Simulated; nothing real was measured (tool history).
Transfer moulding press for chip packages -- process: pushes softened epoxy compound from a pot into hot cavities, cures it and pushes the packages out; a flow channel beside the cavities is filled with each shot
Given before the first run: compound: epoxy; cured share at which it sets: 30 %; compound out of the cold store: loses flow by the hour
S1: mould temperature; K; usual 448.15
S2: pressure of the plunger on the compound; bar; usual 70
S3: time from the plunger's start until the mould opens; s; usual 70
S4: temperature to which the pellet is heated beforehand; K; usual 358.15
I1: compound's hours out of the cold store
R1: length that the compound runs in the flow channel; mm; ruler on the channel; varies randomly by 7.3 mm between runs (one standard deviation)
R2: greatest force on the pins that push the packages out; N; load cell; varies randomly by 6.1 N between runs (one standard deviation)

{"run": 1, "hour": 0.0, "S1": 448.15, "S2": 70, "S3": 70, "S4": 358.15, "I1": 24.4, "R1": 888, "R2": 238}
{"run": 2, "hour": 12.2, "S1": 448.15, "S2": 70, "S3": 70, "S4": 358.15, "I1": 39.8, "R1": 841, "R2": 226}
{"run": 3, "hour": 41.3, "S1": 448.15, "S2": 70, "S3": 70, "S4": 358.15, "I1": 15.9, "R1": 909, "R2": 251}
{"hour": 46.4, "done": "cavities cleaned with cleaning compound and waxed"}
{"run": 4, "hour": 55.7, "S1": 448.15, "S2": 70, "S3": 70, "S4": 358.15, "I1": 35, "R1": 844, "R2": 241}
{"run": 5, "hour": 81.3, "S1": 448.15, "S2": 70, "S3": 97, "S4": 358.15, "I1": 11, "R1": 927, "R2": 202}
{"run": 6, "hour": 107.7, "S1": 448.15, "S2": 70, "S3": 97, "S4": 358.15, "I1": 31.6, "R1": 868, "R2": 191}
{"hour": 110.5, "done": "cavities cleaned with cleaning compound and waxed"}
{"run": 7, "hour": 123.5, "S1": 448.15, "S2": 56.9, "S3": 64, "S4": 361.15, "I1": 23.2, "R1": 798, "R2": 264}
{"run": 8, "hour": 145.9, "S1": 448.15, "S2": 56.9, "S3": 64, "S4": 361.15, "I1": 29.5, "R1": 782, "R2": 265}
{"run": 9, "hour": 169.2, "S1": 448.15, "S2": 57.5, "S3": 64, "S4": 368.15, "I1": 43.4, "R1": 759, "R2": 253}
{"hour": 174.4, "done": "cavities cleaned with cleaning compound and waxed"}
{"run": 10, "hour": 189.1, "S1": 446.15, "S2": 64.3, "S3": 55, "S4": 356.15, "I1": 40.6, "R1": 809, "R2": 410}
{"run": 11, "hour": 218.0, "S1": 447.15, "S2": 55.8, "S3": 102, "S4": 367.15, "I1": 38.8, "R1": 748, "R2": 194}
{"hour": 238.3, "done": "cavities cleaned with cleaning compound and waxed"}
{"run": 12, "hour": 246.3, "S1": 447.15, "S2": 76, "S3": 102, "S4": 356.15, "I1": 17.7, "R1": 951, "R2": 205}

3 ways to go on from here, each from the tool as it stands after run 12. What would each give?
{"run": "A", "hour": 266.4, "S1": 452.15, "S2": 76, "S3": 50, "S4": 356.15, "I1": 9, "R1": "?", "R2": "?"}
{"run": "B", "hour": 266.4, "S1": 456.15, "S2": 70, "S3": 70, "S4": 367.15, "I1": 38.5, "R1": "?", "R2": "?"}
{"run": "C", "hour": 266.4, "S1": 444.15, "S2": 70, "S3": 78, "S4": 358.15, "I1": 16.9, "R1": "?", "R2": "?"}

run=A R1=955 R2=349
run=B R1=792 R2=203
run=C R1=913 R2=254
With no hidden state in the tool, these same runs would have given:
run=A R1=955 R2=347
run=B R1=793 R2=202
run=C R1=914 R2=252
